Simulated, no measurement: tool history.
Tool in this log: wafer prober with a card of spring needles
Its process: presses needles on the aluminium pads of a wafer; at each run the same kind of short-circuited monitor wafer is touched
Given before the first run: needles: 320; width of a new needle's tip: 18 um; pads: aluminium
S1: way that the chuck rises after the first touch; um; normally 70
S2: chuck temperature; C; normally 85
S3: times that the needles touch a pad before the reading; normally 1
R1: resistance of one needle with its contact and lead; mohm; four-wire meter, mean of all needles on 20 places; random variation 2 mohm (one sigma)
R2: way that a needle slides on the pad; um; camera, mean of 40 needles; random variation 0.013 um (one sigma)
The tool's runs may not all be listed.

{"run": 1, "hour": 0.0, "S1": 70, "S2": 85, "S3": 1, "R1": 228, "R2": 10.22}
{"hour": 8.9, "done": "tips cleaned on abrasive film"}
{"hour": 16.0, "done": "tips cleaned on abrasive film"}
{"hour": 24.9, "done": "tips cleaned on abrasive film"}
{"hour": 32.0, "done": "tips cleaned on abrasive film"}
{"hour": 40.9, "done": "tips cleaned on abrasive film"}
{"hour": 48.0, "done": "tips cleaned on abrasive film"}
{"run": 2, "hour": 54.6, "S1": 70, "S2": 32, "S3": 1, "R1": 280, "R2": 10.16}
{"hour": 56.5, "done": "tips cleaned on abrasive film"}
{"hour": 65.3, "done": "tips cleaned on abrasive film"}
{"hour": 74.2, "done": "tips cleaned on abrasive film"}
{"hour": 74.5, "done": "height of the first contact set anew"}
{"hour": 83.4, "done": "tips cleaned on abrasive film"}
{"hour": 90.5, "done": "tips cleaned on abrasive film"}
{"hour": 99.4, "done": "tips cleaned on abrasive film"}
{"hour": 108.3, "done": "tips cleaned on abrasive film"}
{"hour": 117.2, "done": "tips cleaned on abrasive film"}
{"hour": 125.2, "done": "tips cleaned on abrasive film"}
{"run": 3, "hour": 125.2, "S1": 59, "S2": 85, "S3": 1, "R1": 231, "R2": 8.67}
{"hour": 132.3, "done": "tips cleaned on abrasive film"}
{"hour": 141.2, "done": "tips cleaned on abrasive film"}
{"hour": 148.3, "done": "tips cleaned on abrasive film"}
{"hour": 157.2, "done": "tips cleaned on abrasive film"}
{"hour": 166.1, "done": "tips cleaned on abrasive film"}
{"hour": 175.0, "done": "tips cleaned on abrasive film"}
{"hour": 182.1, "done": "tips cleaned on abrasive film"}
{"hour": 190.6, "done": "tips cleaned on abrasive film"}
{"run": 4, "hour": 190.6, "S1": 76, "S2": 85, "S3": 1, "R1": 225, "R2": 11.07}
{"hour": 199.5, "done": "tips cleaned on abrasive film"}
{"hour": 206.6, "done": "tips cleaned on abrasive film"}
{"hour": 215.5, "done": "tips cleaned on abrasive film"}
{"hour": 222.6, "done": "tips cleaned on abrasive film"}
{"hour": 231.5, "done": "tips cleaned on abrasive film"}
{"hour": 238.6, "done": "tips cleaned on abrasive film"}
{"hour": 242.5, "done": "height of the first contact set anew"}
{"hour": 246.1, "done": "tips cleaned on abrasive film"}
{"run": 5, "hour": 248.1, "S1": 76, "S2": 85, "S3": 1, "R1": 264, "R2": 11.17}
{"hour": 253.5, "done": "tips cleaned on abrasive film"}
{"hour": 260.6, "done": "tips cleaned on abrasive film"}
{"hour": 267.8, "done": "tips cleaned on abrasive film"}
{"hour": 274.9, "done": "tips cleaned on abrasive film"}
{"hour": 283.8, "done": "tips cleaned on abrasive film"}
{"hour": 292.7, "done": "tips cleaned on abrasive film"}
{"hour": 301.5, "done": "tips cleaned on abrasive film"}
{"hour": 308.7, "done": "tips cleaned on abrasive film"}
{"hour": 317.5, "done": "tips cleaned on abrasive film"}
{"run": 6, "hour": 318.7, "S1": 70, "S2": 85, "S3": 1, "R1": 247, "R2": 10.24}
{"hour": 325.8, "done": "tips cleaned on abrasive film"}
{"hour": 334.7, "done": "tips cleaned on abrasive film"}
{"hour": 341.8, "done": "tips cleaned on abrasive film"}
{"hour": 350.7, "done": "tips cleaned on abrasive film"}
{"hour": 359.6, "done": "tips cleaned on abrasive film"}
{"run": 7, "hour": 365.2, "S1": 70, "S2": 85, "S3": 1, "R1": 289, "R2": 10.17}
{"hour": 367.1, "done": "tips cleaned on abrasive film"}
{"hour": 374.2, "done": "tips cleaned on abrasive film"}
{"hour": 383.1, "done": "tips cleaned on abrasive film"}
{"hour": 392.0, "done": "tips cleaned on abrasive film"}
{"hour": 400.9, "done": "tips cleaned on abrasive film"}
{"run": 8, "hour": 401.2, "S1": 70, "S2": 85, "S3": 1, "R1": 237, "R2": 10.13}
{"hour": 408.3, "done": "tips cleaned on abrasive film"}
{"hour": 410.4, "done": "height of the first contact set anew"}
{"hour": 415.8, "done": "tips cleaned on abrasive film"}
{"hour": 424.7, "done": "tips cleaned on abrasive film"}
{"hour": 433.5, "done": "tips cleaned on abrasive film"}
{"hour": 442.4, "done": "tips cleaned on abrasive film"}
{"hour": 449.5, "done": "tips cleaned on abrasive film"}
{"hour": 458.4, "done": "tips cleaned on abrasive film"}
{"run": 9, "hour": 461.6, "S1": 70, "S2": 85, "S3": 1, "R1": 277, "R2": 10.27}
{"hour": 467.0, "done": "tips cleaned on abrasive film"}
{"hour": 474.1, "done": "tips cleaned on abrasive film"}
{"hour": 483.0, "done": "tips cleaned on abrasive film"}
{"hour": 491.9, "done": "tips cleaned on abrasive film"}
{"run": 10, "hour": 498.4, "S1": 70, "S2": 85, "S3": 1, "R1": 285, "R2": 10.23}
{"hour": 500.3, "done": "tips cleaned on abrasive film"}
{"hour": 509.2, "done": "tips cleaned on abrasive film"}
{"hour": 516.3, "done": "tips cleaned on abrasive film"}
{"hour": 525.2, "done": "tips cleaned on abrasive film"}
{"hour": 534.1, "done": "tips cleaned on abrasive film"}
{"hour": 542.9, "done": "tips cleaned on abrasive film"}
{"hour": 551.8, "done": "tips cleaned on abrasive film"}
{"hour": 560.7, "done": "tips cleaned on abrasive film"}
{"run": 11, "hour": 562.8, "S1": 51, "S2": 85, "S3": 2, "R1": 274, "R2": 7.36}
{"hour": 568.1, "done": "tips cleaned on abrasive film"}
{"hour": 575.3, "done": "tips cleaned on abrasive film"}
{"hour": 579.1, "done": "height of the first contact set anew"}
{"hour": 584.5, "done": "tips cleaned on abrasive film"}
{"hour": 593.3, "done": "tips cleaned on abrasive film"}
{"hour": 600.5, "done": "tips cleaned on abrasive film"}
{"hour": 609.3, "done": "tips cleaned on abrasive film"}
{"run": 12, "hour": 613.2, "S1": 51, "S2": 80, "S3": 1, "R1": 331, "R2": 7.47}
{"hour": 616.8, "done": "tips cleaned on abrasive film"}
{"hour": 624.0, "done": "tips cleaned on abrasive film"}
{"hour": 632.8, "done": "tips cleaned on abrasive film"}
{"hour": 640.0, "done": "tips cleaned on abrasive film"}
{"run": 13, "hour": 644.2, "S1": 51, "S2": 80, "S3": 1, "R1": 333, "R2": 7.45}
{"hour": 647.8, "done": "tips cleaned on abrasive film"}
{"hour": 654.9, "done": "tips cleaned on abrasive film"}
{"hour": 663.8, "done": "tips cleaned on abrasive film"}
{"hour": 670.9, "done": "tips cleaned on abrasive film"}
{"run": 14, "hour": 673.3, "S1": 70, "S2": 41, "S3": 1, "R1": 265, "R2": 10.21}

Below are 4 alternative next runs, each starting from the tool's condition after run 14. Predict each:
{"hour": 678.6, "done": "tips cleaned on abrasive film"}
{"hour": 687.5, "done": "tips cleaned on abrasive film"}
{"hour": 696.4, "done": "tips cleaned on abrasive film"}
{"hour": 705.3, "done": "tips cleaned on abrasive film"}
{"run": "A", "hour": 710.3, "S1": 62, "S2": 101, "S3": 1, "R1": "?", "R2": "?"}
{"hour": 678.6, "done": "tips cleaned on abrasive film"}
{"hour": 687.5, "done": "tips cleaned on abrasive film"}
{"hour": 696.4, "done": "tips cleaned on abrasive film"}
{"hour": 705.3, "done": "tips cleaned on abrasive film"}
{"run": "B", "hour": 710.3, "S1": 70, "S2": 85, "S3": 2, "R1": "?", "R2": "?"}
{"hour": 678.6, "done": "tips cleaned on abrasive film"}
{"hour": 687.5, "done": "tips cleaned on abrasive film"}
{"hour": 696.4, "done": "tips cleaned on abrasive film"}
{"hour": 705.3, "done": "tips cleaned on abrasive film"}
{"run": "C", "hour": 710.3, "S1": 63, "S2": 85, "S3": 1, "R1": "?", "R2": "?"}
{"hour": 678.6, "done": "tips cleaned on abrasive film"}
{"hour": 687.5, "done": "tips cleaned on abrasive film"}
{"hour": 696.4, "done": "tips cleaned on abrasive film"}
{"hour": 705.3, "done": "tips cleaned on abrasive film"}
{"run": "D", "hour": 710.3, "S1": 70, "S2": 85, "S3": 2, "R1": "?", "R2": "?"}

run=A R1=309 R2=9.02
run=B R1=258 R2=10.17
run=C R1=299 R2=9.15
run=D R1=260 R2=10.18
The same runs, with their run-to-run variation unchanged, on a tool lacking any hidden condition would have given:
run=A R1=230 R2=9.14
run=B R1=219 R2=10.29
run=C R1=221 R2=9.27
run=D R1=220 R2=10.30
